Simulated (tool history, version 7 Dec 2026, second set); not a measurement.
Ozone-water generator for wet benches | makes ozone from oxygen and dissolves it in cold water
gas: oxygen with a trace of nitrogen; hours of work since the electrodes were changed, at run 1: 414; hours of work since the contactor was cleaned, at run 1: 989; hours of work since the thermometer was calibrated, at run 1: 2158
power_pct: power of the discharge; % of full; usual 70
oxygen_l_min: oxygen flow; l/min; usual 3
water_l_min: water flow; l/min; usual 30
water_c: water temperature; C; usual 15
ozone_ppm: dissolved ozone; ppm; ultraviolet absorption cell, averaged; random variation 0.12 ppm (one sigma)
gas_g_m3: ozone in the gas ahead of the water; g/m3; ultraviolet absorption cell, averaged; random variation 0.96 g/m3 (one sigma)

run     day  power_pct  oxygen_l_min  water_l_min  water_c  hours of work since the electrodes were changed  hours of work since the contactor was cleaned  hours of work since the thermometer was calibrated  ozone_ppm  gas_g_m3
  1       0         70             3           30       15                                              414                                            989                                                2158         11     164.3
  2   1.667         70             3           30       15                                              449                                           1024                                                2193       11.3     164.1
  3   3.883         70             3           30       17                                              496                                           1071                                                2239       10.8     165.6
  4   5.833         70             3           30       17                                              537                                           1112                                                2280       10.7       161
  5   7.454         70             3           30       17                                              571                                           1146                                                2314       10.6     162.5
  6   9.938         70             3           30       17                                              623                                           1198                                                2367         11     164.3
  7  11.233         46             3           30       15                                              650                                           1225                                                2394        7.9     117.5
  8  12.871         76             3           30       15                                              684                                           1259                                                2428       11.8     172.1
  9  14.958         76             3           30       15                                              728                                           1303                                                2472       11.7     175.5
 10  17.696         76             3           30       15                                              785                                           1360                                                2529       11.6     173.8
 11  20.325         76             3           30       15                                              841                                           1416                                                2584         12     174.3
 12  21.971         70             3           30       15                                              875                                           1450                                                2619       11.1     160.7
 13  23.233         70             3           30       15                                              902                                           1477                                                2645         11       163
 14  24.875         70          4.33           30       15                                              936                                           1511                                                2680       11.5     129.9
 15  27.771         70          4.33           30       15                                              997                                           1572                                                2741       11.3       129
 16    29.3         70          4.33           30       15                                             1029                                           1604                                                2773       11.5       129
 17  31.596         87          4.05           30       12                                             1077                                           1652                                                2821       13.8     159.5
 18  34.362         87          4.05           34       19                                             1135                                           1710                                                2879       11.6     158.6
 19  36.375         50             3           30       15                                             1177                                           1752                                                2921        8.3     123.3
 20    37.9         71          2.25           30        8                                             1209                                           1784                                                2953       10.9     195.9
 21  39.254         86          2.25           30        8                                             1238                                           1813                                                2981       12.8     225.8
 22  42.058         86          3.29           30        7                                             1296                                           1871                                                3040       13.8     178.1
 23  44.338         86          3.29           19        7                                             1344                                           1919                                                3088       21.9     178.7
 24  46.979         86          3.29           19       22                                             1400                                           1975                                                3143       18.4       181
 25  48.379         50             3           20       15                                             1429                                           2004                                                3173       12.5     122.7
 26  50.133         50             3           41        7                                             1466                                           2041                                                3210        6.3     122.1
 27  52.108         50             3           41        7                                             1507                                           2082                                                3251        6.2     123.6
 28  53.871         50             3           41        7                                             1544                                           2119                                                3288        6.5     124.1
 29  55.767         64          5.28           18       10                                             1584                                           2159                                                3328       17.4     105.1
     57.404  -- gauge calibrated
 30  58.371         54          4.09           30       16                                             1639                                           2214                                                3382        9.3     110.3
 31  59.579         91          4.37           37       13                                             1664                                           2239                                                3408       11.7     158.8
 32  61.779         91          4.37           20       16                                             1710                                           2285                                                3454       20.2     159.6

Forecast each of these 3 alternatives for the next run:
  A  63.712         70             3           44        8                                             1751                                           2326                                                3494          ?         ?
  B  63.712         70          4.63           30       11                                             1751                                           2326                                                3494          ?         ?
  C  63.712         91          5.32           23       12                                             1751                                           2326                                                3494          ?         ?

run  ozone_ppm  gas_g_m3
  A        7.6     165.1
  B         12     125.5
  C       18.6     141.5
Without the tool's hidden state the same runs would have given:
run  ozone_ppm  gas_g_m3
  A        7.6     165.8
  B       12.1       126
  C       18.7       142

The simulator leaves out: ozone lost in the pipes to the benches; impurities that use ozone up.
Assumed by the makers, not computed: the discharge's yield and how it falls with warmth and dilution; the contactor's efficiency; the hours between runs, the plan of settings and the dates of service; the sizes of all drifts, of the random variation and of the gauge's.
